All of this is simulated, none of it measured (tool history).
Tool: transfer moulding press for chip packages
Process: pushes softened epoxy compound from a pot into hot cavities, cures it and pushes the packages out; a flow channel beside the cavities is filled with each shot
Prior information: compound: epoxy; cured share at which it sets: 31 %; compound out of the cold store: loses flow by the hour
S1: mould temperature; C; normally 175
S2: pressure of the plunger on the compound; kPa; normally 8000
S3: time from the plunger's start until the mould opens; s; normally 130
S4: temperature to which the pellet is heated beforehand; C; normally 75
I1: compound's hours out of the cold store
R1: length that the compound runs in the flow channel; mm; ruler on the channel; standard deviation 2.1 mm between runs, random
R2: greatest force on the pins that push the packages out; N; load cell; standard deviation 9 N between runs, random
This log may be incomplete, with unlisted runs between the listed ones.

run   hour   S1    S2   S3  S4    I1   R1   R2
  1    0.0  175  8000  130  75  38.1  724  457
      45.0  -- cavities cleaned with cleaning compound and waxed
      73.5  -- plunger's sealing rings changed
  2   73.5  175  8000  130  75  39.6  743  476
     125.6  -- cavities cleaned with cleaning compound and waxed
  3  170.1  175  8000  130  75  20.6  777  498
     200.3  -- cavities cleaned with cleaning compound and waxed
     272.2  -- cavities cleaned with cleaning compound and waxed
  4  272.2  178  8000  130  75  45.2  719  393
     341.9  -- cavities cleaned with cleaning compound and waxed
  5  363.9  174  8000  130  75  28.9  758  492
     411.9  -- cavities cleaned with cleaning compound and waxed
  6  454.4  174  8000  130  75  18.5  771  537
     481.3  -- cavities cleaned with cleaning compound and waxed
  7  524.9  174  8440  130  75  34.8  762  521
     555.1  -- cavities cleaned with cleaning compound and waxed
  8  577.7  175  8470  168  75  35.1  757  418
     631.2  -- cavities cleaned with cleaning compound and waxed
  9  654.4  175  8470  168  75  26.4  773  433
     688.1  -- plunger's sealing rings changed
 10  697.7  175  8470  168  75  15.0  820  497
     706.8  -- cavities cleaned with cleaning compound and waxed
 11  767.7  175  8470  168  75  31.3  779  506
     777.7  -- cavities cleaned with cleaning compound and waxed
     847.5  -- cavities cleaned with cleaning compound and waxed
 12  860.5  175  9340  143  75  20.1  841  415

Here are 5 independent what-if runs from the current tool condition. What would each one return?
     919.1  -- cavities cleaned with cleaning compound and waxed
  A  948.5  175  7740  149  83  22.1   ?   ?
     919.1  -- cavities cleaned with cleaning compound and waxed
  B  948.5  175  9340  143  66  15.3   ?   ?
     919.1  -- cavities cleaned with cleaning compound and waxed
  C  948.5  175  8000  168  75  16.4   ?   ?
     919.1  -- cavities cleaned with cleaning compound and waxed
  D  948.5  175  8600  150  74   8.9   ?   ?
     919.1  -- cavities cleaned with cleaning compound and waxed
  E  948.5  175  6200  143  72  19.0   ?   ?

run   R1   R2
  A  760  461
  B  851  452
  C  781  456
  D  829  455
  E  681  469
Had the tool no hidden state, the same runs would have come out as:
run   R1   R2
  A  768  385
  B  860  375
  C  789  383
  D  838  380
  E  688  390
